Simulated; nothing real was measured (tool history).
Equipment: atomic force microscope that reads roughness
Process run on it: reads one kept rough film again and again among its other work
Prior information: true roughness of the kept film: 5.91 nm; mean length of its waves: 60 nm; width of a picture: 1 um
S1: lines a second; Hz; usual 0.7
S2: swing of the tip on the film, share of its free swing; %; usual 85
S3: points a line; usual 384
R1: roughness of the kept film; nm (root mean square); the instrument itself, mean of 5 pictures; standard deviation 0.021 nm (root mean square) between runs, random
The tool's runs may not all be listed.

{"run": 1, "hour": 0.0, "S1": 0.7, "S2": 85, "S3": 384, "R1": 5.075}
{"run": 2, "hour": 7.2, "S1": 0.7, "S2": 85, "S3": 384, "R1": 5.043}
{"run": 3, "hour": 14.4, "S1": 0.7, "S2": 85, "S3": 384, "R1": 4.991}
{"run": 4, "hour": 23.5, "S1": 0.7, "S2": 85, "S3": 384, "R1": 4.923}
{"run": 5, "hour": 33.7, "S1": 0.7, "S2": 85, "S3": 384, "R1": 4.865}
{"run": 6, "hour": 39.3, "S1": 0.7, "S2": 85, "S3": 291, "R1": 4.819}
{"run": 7, "hour": 44.1, "S1": 0.7, "S2": 61, "S3": 291, "R1": 5.054}
{"run": 8, "hour": 53.4, "S1": 0.7, "S2": 85, "S3": 384, "R1": 4.712}
{"run": 9, "hour": 62.5, "S1": 0.7, "S2": 85, "S3": 384, "R1": 4.633}
{"run": 10, "hour": 71.1, "S1": 0.7, "S2": 85, "S3": 384, "R1": 4.607}
{"run": 11, "hour": 81.1, "S1": 0.7, "S2": 85, "S3": 384, "R1": 4.576}
{"run": 12, "hour": 87.3, "S1": 0.7, "S2": 85, "S3": 384, "R1": 4.516}
{"run": 13, "hour": 95.3, "S1": 0.7, "S2": 85, "S3": 384, "R1": 4.478}
{"run": 14, "hour": 101.2, "S1": 0.7, "S2": 85, "S3": 556, "R1": 4.481}
{"run": 15, "hour": 106.5, "S1": 0.7, "S2": 85, "S3": 556, "R1": 4.444}

Forecast run 16:
{"hour": 108.0, "done": "new tip fitted"}
{"run": 16, "hour": 117.1, "S1": 0.572, "S2": 69, "S3": 441, "R1": "?"}

{"run 16": {"R1": 5.291}}
Minus the tool's unlogged condition, the same run would have read R1 5.4 nm (root mean square).
